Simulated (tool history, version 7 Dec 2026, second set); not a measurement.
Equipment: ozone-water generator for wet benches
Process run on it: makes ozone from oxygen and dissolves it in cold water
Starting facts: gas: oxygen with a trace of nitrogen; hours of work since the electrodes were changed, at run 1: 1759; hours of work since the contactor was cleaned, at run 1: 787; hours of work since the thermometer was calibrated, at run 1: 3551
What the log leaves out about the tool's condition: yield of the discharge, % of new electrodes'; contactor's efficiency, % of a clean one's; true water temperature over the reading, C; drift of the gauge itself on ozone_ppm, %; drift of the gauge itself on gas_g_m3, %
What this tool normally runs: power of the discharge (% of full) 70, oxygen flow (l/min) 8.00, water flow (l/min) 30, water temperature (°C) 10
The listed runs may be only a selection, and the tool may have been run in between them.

run    hour  power of the discharge (% of full)  oxygen flow (l/min)  water flow (l/min)  water temperature (°C)  hours of work since the electrodes were changed  hours of work since the contactor was cleaned  hours of work since the thermometer was calibrated  dissolved ozone (ppm)  ozone in the gas ahead of the water (g/m3)
  1     0.0                                  70                 8.00                  30                      10                                             1759                                            787                                                3551                   28.4                                       258.2
  2    48.9                                  70                 8.00                  30                      10                                             1799                                            827                                                3592                   28.8                                       258.7
  3   135.6                                  70                 8.00                  30                      10                                             1871                                            898                                                3663                   28.5                                       256.0
      165.9  -- water thermometer calibrated
  4   177.0                                  70                 8.00                  30                      10                                             1904                                            932                                                   9                   28.7                                       256.1
  5   217.3                                  70                 6.30                  30                      10                                             1937                                            965                                                  42                   28.6                                       304.5
  6   258.5                                  70                 8.00                  30                      10                                             1971                                            999                                                  76                   28.6                                       256.3
  7   324.3                                  70                 4.19                  30                      10                                             2025                                           1053                                                 130                   28.2                                       389.1
  8   390.4                                  70                 8.00                  30                      10                                             2080                                           1107                                                 185                   28.1                                       255.2
  9   473.1                                  70                 8.00                  30                      10                                             2148                                           1175                                                 252                   28.0                                       252.1
 10   528.1                                  70                14.40                  30                      10                                             2193                                           1221                                                 298                   26.1                                       170.9
 11   601.7                                  85                 8.00                  30                      10                                             2253                                           1281                                                 358                   33.2                                       298.5
 12   681.5                                  65                 8.20                  47                      10                                             2319                                           1347                                                 424                   16.0                                       233.3
 13   727.3                                  83                 6.98                  25                      17                                             2356                                           1384                                                 461                   35.7                                       316.6
 14   769.2                                  56                 8.00                  33                       8                                             2391                                           1419                                                 496                   21.8                                       210.6
 15   808.5                                  56                 8.00                  33                       8                                             2423                                           1451                                                 528                   21.6                                       211.2
      820.8  -- contactor cleaned
 16   869.0                                  70                 7.33                  35                       9                                             2470                                             40                                                 574                   23.5                                       266.6
 17   947.2                                  70                 7.33                  35                       9                                             2534                                            104                                                 639                   23.7                                       267.0
 18  1020.4                                  70                 7.33                  35                       9                                             2594                                            164                                                 699                   23.3                                       263.8
 19  1101.6                                  61                 7.33                  35                       9                                             2661                                            231                                                 766                   21.2                                       234.9
 20  1173.9                                  79                 7.26                  35                      17                                             2720                                            290                                                 825                   23.3                                       294.7
     1243.5  -- contactor cleaned, once more
 21  1256.1                                  79                 7.26                  19                      16                                             2784                                             10                                                 889                   43.0                                       292.8
 22  1310.4                                  79                 7.26                  19                      16                                             2829                                             55                                                 934                   43.0                                       295.4

Predict each of these 4 candidate next runs independently; none follows another, all start after run 22:
  A  1393.8                                  66                 7.52                  30                       5                                             2898                                            124                                                1002                      ?                                           ?
  B  1393.8                                  70                 6.36                  30                      10                                             2898                                            124                                                1002                      ?                                           ?
  C  1393.8                                  63                 4.92                  19                       7                                             2898                                            124                                                1002                      ?                                           ?
  D  1393.8                                  79                 7.26                  19                       5                                             2898                                            124                                                1002                      ?                                           ?

run  dissolved ozone (ppm)  ozone in the gas ahead of the water (g/m3)
  A                   28.5                                       244.1
  B                   27.9                                       289.8
  C                   42.2                                       312.6
  D                   51.6                                       291.6
What these runs would have given with no unlogged condition in the tool:
run  dissolved ozone (ppm)  ozone in the gas ahead of the water (g/m3)
  A                   31.1                                       266.4
  B                   30.7                                       317.6
  C                   46.0                                       339.9
  D                   57.3                                       322.6
